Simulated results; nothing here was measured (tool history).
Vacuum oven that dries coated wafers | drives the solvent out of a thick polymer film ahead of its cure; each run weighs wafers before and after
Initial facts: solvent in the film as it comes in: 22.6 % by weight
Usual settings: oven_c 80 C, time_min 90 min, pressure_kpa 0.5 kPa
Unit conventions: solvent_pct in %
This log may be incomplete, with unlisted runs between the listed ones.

| run | hour | oven_c | time_min | pressure_kpa | solvent_pct |
|---|---|---|---|---|---|
| 1 | 0 | 80 | 90 | 0.5 | 5.36 |
| 2 | 40.2 | 80 | 90 | 0.5 | 5.39 |
| 3 | 73.5 | 80 | 90 | 0.5 | 5.44 |
| 4 | 106.5 | 90 | 90 | 0.5 | 2.69 |
| 5 | 133.2 | 90 | 90 | 0.5 | 2.73 |
| 6 | 156.2 | 80 | 90 | 0.47 | 5.29 |
| 7 | 188.6 | 80 | 90 | 0.47 | 5.27 |
| 8 | 240.4 | 80 | 85 | 0.47 | 5.6 |
| 9 | 293.9 | 80 | 85 | 0.47 | 5.69 |
| 10 | 344.6 | 80 | 90 | 0.745 | 5.51 |
| 11 | 370.5 | 80 | 90 | 0.5 | 5.3 |
| 12 | 403.5 | 80 | 90 | 0.5 | 5.35 |
| 13 | 442.1 | 80 | 90 | 0.5 | 5.38 |
| 14 | 477 | 80 | 90 | 0.5 | 5.33 |
| 15 | 511.9 | 80 | 90 | 0.5 | 5.32 |
| 16 | 534.3 | 80 | 90 | 0.5 | 5.35 |
| 17 | 583.6 | 80 | 90 | 0.5 | 5.34 |
| 18 | 638.7 | 80 | 90 | 0.5 | 5.37 |
| 19 | 672 | 80 | 90 | 0.5 | 5.42 |
| 20 | 727.1 | 80 | 90 | 0.5 | 5.3 |
| 21 | 756.3 | 80 | 90 | 1.639 | 6.15 |
| 22 | 788.5 | 80 | 90 | 1.639 | 6.22 |
| 23 | 828.4 | 85 | 90 | 1.639 | 4.74 |
| 24 | 879.3 | 80 | 56 | 0.5 | 8.38 |
| 25 | 907.2 | 92 | 155 | 0.5 | 0.99 |
| 26 | 963.1 | 92 | 155 | 0.5 | 0.97 |
| 27 | 1000.9 | 92 | 155 | 0.39 | 0.94 |
| 28 | 1027.3 | 92 | 57 | 0.39 | 4.53 |
| 29 | 1070.4 | 80 | 72 | 0.952 | 7.04 |
| 30 | 1105 | 80 | 72 | 0.952 | 7.08 |
| 31 | 1160.2 | 80 | 52 | 0.753 | 8.99 |
| 32 | 1188.6 | 94 | 55 | 0.753 | 4.39 |
| 33 | 1226.1 | 94 | 55 | 0.753 | 4.47 |
| 34 | 1269.5 | 65 | 56 | 1.193 | 13.62 |
| 35 | 1308.8 | 84 | 125 | 0.975 | 2.95 |
| 36 | 1358.8 | 84 | 125 | 0.975 | 2.96 |
| 37 | 1405.8 | 80 | 89 | 0.5 | 5.44 |
| 38 | 1461.3 | 83 | 109 | 0.365 | 3.37 |
| 39 | 1504.9 | 83 | 46 | 0.745 | 8.65 |
| 40 | 1535.6 | 83 | 46 | 0.745 | 8.78 |
| 41 | 1575.8 | 93 | 158 | 0.5 | 0.99 |
| 42 | 1628 | 80 | 90 | 1.24 | 5.93 |
| 43 | 1662 | 94 | 90 | 1.24 | 2.42 |
| 44 | 1714.1 | 92 | 111 | 1.24 | 2.15 |
| 45 | 1759.6 | 93 | 80 | 0.357 | 2.54 |
| 46 | 1800.5 | 70 | 127 | 0.5 | 6.6 |
| 47 | 1828.8 | 77 | 79 | 1.257 | 7.75 |

Not shown: 1 entry that the log had between the listed runs. Between which runs, and how does the tool's hidden state differ before and after?
Logged between run 25 and run 26: oven's thermocouples calibrated (hour 962.3)
  true wafer temperature over the reading, C: 0.73 -> 0.77; true pressure over the reading, kPa: 0.62 -> 0.637
  difference, measured minus the result without the unlogged condition, solvent_pct: +0.33 -> +0.33 %
